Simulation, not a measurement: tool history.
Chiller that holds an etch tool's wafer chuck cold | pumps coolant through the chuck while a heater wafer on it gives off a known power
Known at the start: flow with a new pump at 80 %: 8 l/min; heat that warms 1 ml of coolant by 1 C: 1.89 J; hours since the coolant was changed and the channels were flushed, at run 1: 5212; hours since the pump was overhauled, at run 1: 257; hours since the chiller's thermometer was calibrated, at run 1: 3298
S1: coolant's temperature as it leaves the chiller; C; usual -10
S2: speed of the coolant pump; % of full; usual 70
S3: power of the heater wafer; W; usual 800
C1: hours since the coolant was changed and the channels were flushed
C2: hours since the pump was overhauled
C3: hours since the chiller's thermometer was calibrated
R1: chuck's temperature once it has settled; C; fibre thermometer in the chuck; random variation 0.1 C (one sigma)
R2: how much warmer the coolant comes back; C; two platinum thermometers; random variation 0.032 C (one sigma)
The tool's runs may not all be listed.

run   hour   S1   S2    S3    C1   C2    C3     R1    R2
  1      0  -10   70   800  5212  257  3298   -2.9  3.64
  2   27.4  -10   70   800  5239  284  3325   -2.9  3.69
  3   41.7  -10   70   800  5253  299  3340   -2.9   3.6
  4   59.7  -10   70   800  5271  317  3358     -3  3.64
  5   77.8  -10   70   800  5290  335  3376     -3  3.66
  6  105.5  -10   70   800  5317  363  3403   -2.7  3.61
  7  122.8  -10   70   800  5335  380  3421     -3  3.63
  8  147.3  -10  100   800  5359  404  3445   -4.8  2.51
  9  159.8  -10   94   800  5371  417  3458   -4.5  2.69
 10  177.7  -10   94   800  5389  435  3476   -4.4   2.7
 11  205.6  -10   94   800  5417  463  3503   -4.5  2.65
 12  231.1  -10   94   800  5443  488  3529   -4.6  2.73
 13  256.8  -10   94   800  5469  514  3555   -4.6  2.68
 14    272  -10   94   800  5484  529  3570   -4.7  2.64
 15  301.3  -10   94   800  5513  558  3599   -4.5  2.69
 16  325.9  -10   94   800  5538  583  3624   -4.4  2.73
 17  352.6  -10   94   800  5564  610  3650   -4.4  2.66
 18  366.9  -10   94   800  5579  624  3665   -4.4  2.68
 19  394.9  -10   94  1170  5607  652  3693   -1.7  3.92
     422.4  -- chiller's thermometer calibrated
 20  426.3  -10   92   492  5637  682     4   -6.2  1.64
 21  440.7  -18   92   957  5651  697    18  -10.7  3.29
 22  458.7  -18   78  1101  5669  715    36   -8.5   4.5
 23  473.9  -10   73   800  5685  730    52   -2.7  3.54
 24  491.7  -12   75   803  5702  748    69   -4.6  3.35
 25  512.6  -12   81   602  5723  769    90   -6.8  2.32
 26  525.1  -11   88   467  5736  781   103   -7.3  1.64
 27  539.1  -11   88   467  5750  795   117   -7.1  1.68
 28  553.3  -11   62   593  5764  809   131   -4.7  3.11
 29  574.1  -12   93   960  5785  830   152   -4.8  3.26
 30  602.6   -3   92   800  5813  859   180      3  2.75
 31  629.3   -1   70   939  5840  885   207    7.9  4.34

Measured less the same run without the tool's hidden state. The same run-to-run variation is in both; the gauge's scatter may not be:
The hidden state here: heat passed by the chuck's channels, % of clean ones'; flow at a given pump speed, % of a new pump's; coolant's true temperature over the reading, C; drift of the gauge itself on chuck_c, C; drift of the gauge itself on warmer_back_c, C.
run    R1
  1  +0.4
  2  +0.4
  3  +0.4
  4  +0.4
  5  +0.3
  6  +0.4
  7  +0.4
  8  +0.2
  9  +0.2
 10  +0.2
 11  +0.2
 12  +0.2
 13  +0.2
 14  +0.3
 15  +0.2
 16  +0.2
 17  +0.3
 18  +0.2
 19  +0.6
 20  +0.4
 21  +0.9
 22  +1.1
 23  +0.9
 24  +0.9
 25  +0.6
 26  +0.4
 27  +0.5
 28  +0.8
 29  +0.9
 30  +0.7
 31    +1
R2: within 0.02 C of the measured result in every run.
